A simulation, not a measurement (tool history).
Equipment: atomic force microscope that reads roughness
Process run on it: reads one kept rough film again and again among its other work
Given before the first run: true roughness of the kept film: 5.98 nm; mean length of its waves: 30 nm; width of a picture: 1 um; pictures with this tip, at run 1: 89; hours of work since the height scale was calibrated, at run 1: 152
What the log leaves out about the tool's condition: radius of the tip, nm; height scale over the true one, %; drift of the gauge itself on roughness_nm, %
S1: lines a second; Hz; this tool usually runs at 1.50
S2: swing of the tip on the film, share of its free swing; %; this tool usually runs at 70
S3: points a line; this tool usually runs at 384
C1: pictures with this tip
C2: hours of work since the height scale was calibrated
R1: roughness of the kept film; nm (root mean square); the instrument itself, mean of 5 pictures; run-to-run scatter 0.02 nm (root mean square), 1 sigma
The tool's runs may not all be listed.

run,hour,S1,S2,S3,C1,C2,R1
1,0.0,1.50,70,384,89,152,4.840
2,66.7,0.87,70,384,189,186,4.976
# hour 116.8: new tip fitted
3,118.5,0.87,70,384,3,212,5.018
4,172.1,0.69,70,384,83,238,5.068
5,223.1,0.69,70,725,159,264,5.088
6,285.3,0.69,70,725,252,295,5.103
# hour 292.5: new tip fitted
7,343.5,0.69,70,725,76,324,5.086
8,409.3,0.69,70,725,174,357,5.085
# hour 471.2: new tip fitted
9,484.3,1.50,70,384,20,395,4.875
10,545.7,1.50,70,384,111,425,4.879
11,585.3,1.50,70,384,171,445,4.862
12,636.4,2.26,70,384,247,471,4.682
# hour 644.7: new tip fitted
13,707.7,2.26,70,384,94,506,4.709
14,744.9,2.26,70,384,149,525,4.692
15,803.2,1.50,70,384,236,554,4.862
# hour 819.3: new tip fitted
16,890.4,1.50,70,384,106,598,4.863
17,952.6,1.50,70,384,199,629,4.843
# hour 996.1: new tip fitted
18,998.0,1.50,70,384,3,651,4.874
19,1076.8,1.50,70,384,121,691,4.880
20,1134.6,1.50,70,384,207,720,4.873
# hour 1173.8: new tip fitted
21,1194.5,1.50,70,384,31,750,4.905
22,1250.2,1.50,86,384,114,778,4.431
23,1324.7,1.50,86,384,226,815,4.468
# hour 1347.8: new tip fitted
24,1373.4,0.67,86,384,39,839,4.869
25,1443.8,2.09,86,289,144,874,4.187
# hour 1525.3: new tip fitted
26,1525.3,1.43,86,289,0,915,4.492
27,1585.6,3.19,88,471,90,945,3.709
28,1668.1,3.19,88,471,213,987,3.729
# hour 1698.3: new tip fitted
29,1752.6,3.19,88,471,81,1029,3.756
30,1790.8,3.19,88,471,138,1048,3.733
31,1847.8,3.19,88,471,223,1076,3.722
# hour 1873.3: new tip fitted
32,1892.3,1.50,70,311,28,1099,4.853
33,1957.3,1.50,70,311,125,1131,4.841
34,2002.3,3.67,70,279,192,1154,4.359
# hour 2049.8: new tip fitted
35,2084.4,0.97,70,989,52,1195,4.985
36,2121.1,0.97,70,989,106,1213,5.042
# hour 2168.0: height scale calibrated on a step standard
37,2208.9,0.80,55,309,236,21,5.113
# hour 2224.3: new tip fitted
38,2288.3,0.80,55,309,96,60,5.153
39,2370.9,0.80,55,309,219,102,5.099
# hour 2398.8: new tip fitted
40,2415.3,0.80,55,309,25,124,5.185
41,2451.8,1.50,72,364,80,142,4.821
42,2493.2,1.50,72,364,141,163,4.810
43,2561.2,1.50,72,364,243,197,4.805
# hour 2575.2: new tip fitted
44,2623.9,1.50,72,364,73,228,4.793
45,2663.9,1.50,72,364,133,248,4.821
46,2705.6,0.87,72,269,195,269,4.942
47,2741.9,0.87,72,269,249,287,4.996
# hour 2750.1: new tip fitted
48,2781.1,0.87,72,269,46,306,4.951

Each row is a separate what-if for the run after 48, all from the same tool condition, not one after another. Results?
A,2839.0,1.50,70,798,133,335,?
B,2839.0,3.55,81,694,133,335,?
C,2839.0,3.57,72,269,133,335,?
D,2839.0,0.87,60,445,133,335,?
E,2839.0,1.50,70,270,133,335,?

run,R1
A,4.856
B,3.986
C,4.265
D,5.128
E,4.783
Without the tool's hidden state the same runs would have given:
run,R1
A,4.868
B,3.995
C,4.275
D,5.140
E,4.794
